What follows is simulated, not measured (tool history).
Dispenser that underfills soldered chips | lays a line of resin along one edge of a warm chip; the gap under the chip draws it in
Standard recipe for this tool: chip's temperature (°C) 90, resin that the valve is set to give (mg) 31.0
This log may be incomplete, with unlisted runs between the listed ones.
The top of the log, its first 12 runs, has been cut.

run    day  chip's temperature (°C)  resin that the valve is set to give (mg)  hours of work since the syringe was changed  hours of work since the valve was cleaned  hours of work since the stage was calibrated  time until the resin shows at the far edge (s)  resin that the valve gave (mg)
 13  2.812                       96                                      31.0                                            8                                         34                                            97                                           134.8                           30.64
     2.950  -- new syringe of resin
 14  3.133                       96                                      31.0                                            3                                         40                                           103                                            96.5                           30.53
 15  3.288                       90                                      31.0                                            6                                         43                                           106                                           137.4                           30.41
     3.567  -- new syringe of resin
 16  3.642                       90                                      31.0                                            1                                         49                                           112                                           101.7                           30.38
 17  3.971                       90                                      31.0                                            7                                         55                                           118                                           150.6                           30.30
     4.167  -- new syringe of resin
 18  4.283                       85                                      31.0                                            2                                         61                                           124                                           121.4                           30.19
 19  4.529                       85                                      31.0                                            7                                         65                                           128                                           162.5                           30.29
     4.771  -- new syringe of resin
 20  4.792                       89                                      26.8                                            0                                         70                                           133                                           102.3                           26.09
     4.933  -- dispensing valve cleaned and set on the balance
 21  5.017                       78                                      39.4                                            4                                          2                                           136                                           161.7                           39.37
 22  5.354                       78                                      32.5                                           10                                          8                                           142                                           252.7                           32.30
     5.421  -- new syringe of resin
 23  5.550                      100                                      38.2                                            2                                         11                                           146                                            77.9                           37.87
 24  5.812                      100                                      38.2                                            7                                         16                                           150                                           108.6                           37.93
 25  5.983                       94                                      35.3                                           10                                         19                                           154                                           160.5                           34.92
     6.025  -- new syringe of resin
 26  6.238                       76                                      28.4                                            4                                         23                                           158                                           187.9                           28.03
 27  6.483                       76                                      28.4                                            8                                         28                                           163                                           251.3                           28.09
     6.629  -- new syringe of resin
 28  6.762                       93                                      35.9                                            2                                         33                                           167                                            96.6                           35.39
 29  7.083                       93                                      35.9                                            8                                         39                                           173                                           141.5                           35.22
     7.233  -- new syringe of resin
 30  7.258                       80                                      33.7                                            1                                         42                                           176                                           126.0                           33.11
 31  7.412                       80                                      33.7                                            3                                         44                                           179                                           152.8                           33.09
 32  7.721                       93                                      31.7                                            9                                         50                                           185                                           152.3                           30.98
     7.842  -- new syringe of resin
 33  7.938                       99                                      32.5                                            2                                         54                                           189                                            78.6                           31.82
 34  8.233                       99                                      32.5                                            7                                         59                                           194                                           114.3                           31.74
 35  8.421                       75                                      29.2                                           11                                         63                                           197                                           299.1                           28.40
     8.458  -- new syringe of resin
 36  8.692                      102                                      35.9                                            4                                         67                                           202                                            87.2                           34.91

3 options for the next run, each taken on its own from the tool as it stands now. Forecast them:
  A  8.850                      105                                      32.3                                            7                                         70                                           205                                               ?                               ?
  B  8.850                       81                                      35.9                                            7                                         70                                           205                                               ?                               ?
  C  8.850                       96                                      34.4                                            7                                         70                                           205                                               ?                               ?

run  time until the resin shows at the far edge (s)  resin that the valve gave (mg)
  A                                            96.3                           31.31
  B                                           191.3                           34.81
  C                                           122.5                           33.31
With no hidden state in the tool, these same runs would have given:
run  time until the resin shows at the far edge (s)  resin that the valve gave (mg)
  A                                            58.5                           32.30
  B                                           116.1                           35.91
  C                                            74.5                           34.35
